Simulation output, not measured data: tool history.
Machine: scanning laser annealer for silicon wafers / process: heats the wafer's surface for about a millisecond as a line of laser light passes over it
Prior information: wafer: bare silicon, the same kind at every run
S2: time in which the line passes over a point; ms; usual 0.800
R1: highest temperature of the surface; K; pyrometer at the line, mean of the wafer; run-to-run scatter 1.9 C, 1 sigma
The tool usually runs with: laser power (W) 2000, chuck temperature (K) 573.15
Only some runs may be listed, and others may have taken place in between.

Run 1, hour 0.0: usual settings. Result: R1 1363.15 K.
Run 2, hour 34.6: usual settings. Result: R1 1355.15 K.
Run 3, hour 102.6: usual settings but laser power (W) 1975. Result: R1 1340.15 K.
Run 4, hour 165.8: usual settings but laser power (W) 1975. Result: R1 1335.15 K.
Run 5, hour 196.7: usual settings but laser power (W) 1975. Result: R1 1330.15 K.
Run 6, hour 270.6: usual settings. Result: R1 1340.15 K.
Run 7, hour 307.2: usual settings. Result: R1 1328.15 K.
Run 8, hour 379.3: usual settings. Result: R1 1331.15 K.
At hour 409.6: window over the wafer cleaned.
Run 9, hour 453.9: usual settings but S2 0.811 ms. Result: R1 1307.15 K.
Run 10, hour 501.5: usual settings. Result: R1 1293.15 K.
Run 11, hour 557.2: usual settings. Result: R1 1292.15 K.
Run 12, hour 604.0: usual settings but laser power (W) 2084. Result: R1 1325.15 K.
Run 13, hour 657.0: usual settings. Result: R1 1282.15 K.
At hour 690.5: window over the wafer cleaned, once more.
Run 14, hour 690.5: usual settings. Result: R1 1375.15 K.
Run 15, hour 735.4: usual settings. Result: R1 1373.15 K.
Run 16, hour 779.5: usual settings. Result: R1 1370.15 K.
Run 17, hour 835.7: usual settings but laser power (W) 1766. Result: R1 1245.15 K.
Run 18, hour 894.5: usual settings but laser power (W) 1766. Result: R1 1237.15 K.
Run 19, hour 960.5: usual settings but S2 0.647 ms. Result: R1 1285.15 K.
Run 20, hour 992.7: usual settings but S2 0.647 ms. Result: R1 1278.15 K.
Run 21, hour 1026.7: usual settings but S2 0.647 ms. Result: R1 1276.15 K.
Run 22, hour 1093.2: usual settings but laser power (W) 2059, S2 0.629 ms, chuck temperature (K) 560.15. Result: R1 1277.15 K.
Run 23, hour 1124.5: usual settings but laser power (W) 2059, S2 0.799 ms, chuck temperature (K) 560.15. Result: R1 1359.15 K.
Run 24, hour 1163.7: usual settings but laser power (W) 2024, S2 0.920 ms, chuck temperature (K) 572.15. Result: R1 1403.15 K.
Run 25, hour 1238.4: usual settings but laser power (W) 2024, S2 0.920 ms, chuck temperature (K) 572.15. Result: R1 1397.15 K.
Run 26, hour 1281.7: usual settings but laser power (W) 2028, S2 0.766 ms, chuck temperature (K) 549.15. Result: R1 1303.15 K.
At hour 1316.5: window over the wafer cleaned.
Run 27, hour 1332.7: usual settings but laser power (W) 2024, S2 0.760 ms. Result: R1 1367.15 K.
Run 28, hour 1398.5: usual settings but laser power (W) 2024, S2 0.760 ms. Result: R1 1363.15 K.
Run 29, hour 1452.2: usual settings but laser power (W) 1711, S2 0.638 ms, chuck temperature (K) 542.15. Result: R1 1118.15 K.
Run 30, hour 1516.4: usual settings but laser power (W) 1912, S2 0.971 ms, chuck temperature (K) 608.15. Result: R1 1417.15 K.
Run 31, hour 1571.2: usual settings but S2 0.824 ms, chuck temperature (K) 609.15. Result: R1 1401.15 K.
Run 32, hour 1605.8: usual settings but S2 0.824 ms, chuck temperature (K) 572.15. Result: R1 1363.15 K.
Run 33, hour 1646.6: usual settings but S2 0.818 ms. Result: R1 1356.15 K.
Run 34, hour 1714.7: usual settings but S2 0.818 ms. Result: R1 1350.15 K.
Run 35, hour 1762.3: usual settings but laser power (W) 2048, S2 0.711 ms, chuck temperature (K) 571.15. Result: R1 1319.15 K.
Run 36, hour 1836.4: usual settings but laser power (W) 1807, S2 0.848 ms, chuck temperature (K) 568.15. Result: R1 1250.15 K.
Run 37, hour 1891.4: usual settings but laser power (W) 1957, chuck temperature (K) 599.15. Result: R1 1331.15 K.
At hour 1942.1: window over the wafer cleaned.
Run 38, hour 1960.1: usual settings but laser power (W) 1957, chuck temperature (K) 599.15. Result: R1 1378.15 K.
Run 39, hour 2000.3: usual settings but laser power (W) 2174, chuck temperature (K) 599.15. Result: R1 1494.15 K.
Run 40, hour 2045.3: usual settings but laser power (W) 1706, S2 0.839 ms, chuck temperature (K) 541.15. Result: R1 1196.15 K.
Run 41, hour 2085.2: usual settings but laser power (W) 1875, chuck temperature (K) 580.15. Result: R1 1305.15 K.

Predict each of these 4 candidate next runs independently; none follows another, all start after run 41:
Run A, hour 2153.1: usual settings but laser power (W) 1978, S2 0.568 ms, chuck temperature (K) 582.15. Result: R1 ?.
Run B, hour 2153.1: usual settings. Result: R1 ?.
Run C, hour 2153.1: usual settings but S2 0.901 ms, chuck temperature (K) 536.15. Result: R1 ?.
Run D, hour 2153.1: usual settings but laser power (W) 2051. Result: R1 ?.

run       R1
  A  1241.15
  B  1358.15
  C  1367.15
  D  1384.15
With no hidden state in the tool, these same runs would have given:
run       R1
  A  1263.15
  B  1384.15
  C  1393.15
  D  1410.15
